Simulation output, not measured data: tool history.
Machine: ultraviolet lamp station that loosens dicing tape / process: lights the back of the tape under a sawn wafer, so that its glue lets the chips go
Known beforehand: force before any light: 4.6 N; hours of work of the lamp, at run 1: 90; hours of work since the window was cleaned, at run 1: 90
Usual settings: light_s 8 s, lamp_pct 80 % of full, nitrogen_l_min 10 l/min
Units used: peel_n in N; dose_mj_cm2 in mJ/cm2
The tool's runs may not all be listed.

run   hour  light_s  lamp_pct  nitrogen_l_min  hours of work of the lamp  hours of work since the window was cleaned  peel_n  dose_mj_cm2
  1    0.0        8        80              10                         90                                          90   0.357          343
  2   68.2        8        80              10                        126                                         126   0.377          338
  3  115.5        8        80              10                        151                                         151   0.378          327
  4  165.7        8        80              10                        177                                         177   0.403          325
  5  232.0        8        80              10                        212                                         212   0.416          315
     236.6  -- window cleaned of glue's vapour
  6  294.6        8        80               6                        244                                          30   0.578          301
  7  354.6        8        80               6                        275                                          62   0.587          295
  8  398.5        8        80               6                        298                                          84   0.632          285
  9  442.2        8        80              11                        321                                         107   0.485          287
 10  520.1        8        80              11                        362                                         148   0.500          282

Expected results for the next run?
 11  570.9        8        78              19                        388                                         174       ?            ?

{"run 11": {"peel_n": 0.465, "dose_mj_cm2": 269}}
If the tool had no hidden condition, the same run with the same run-to-run variation would have returned peel_n 0.268 N, dose_mj_cm2 356 mJ/cm2.
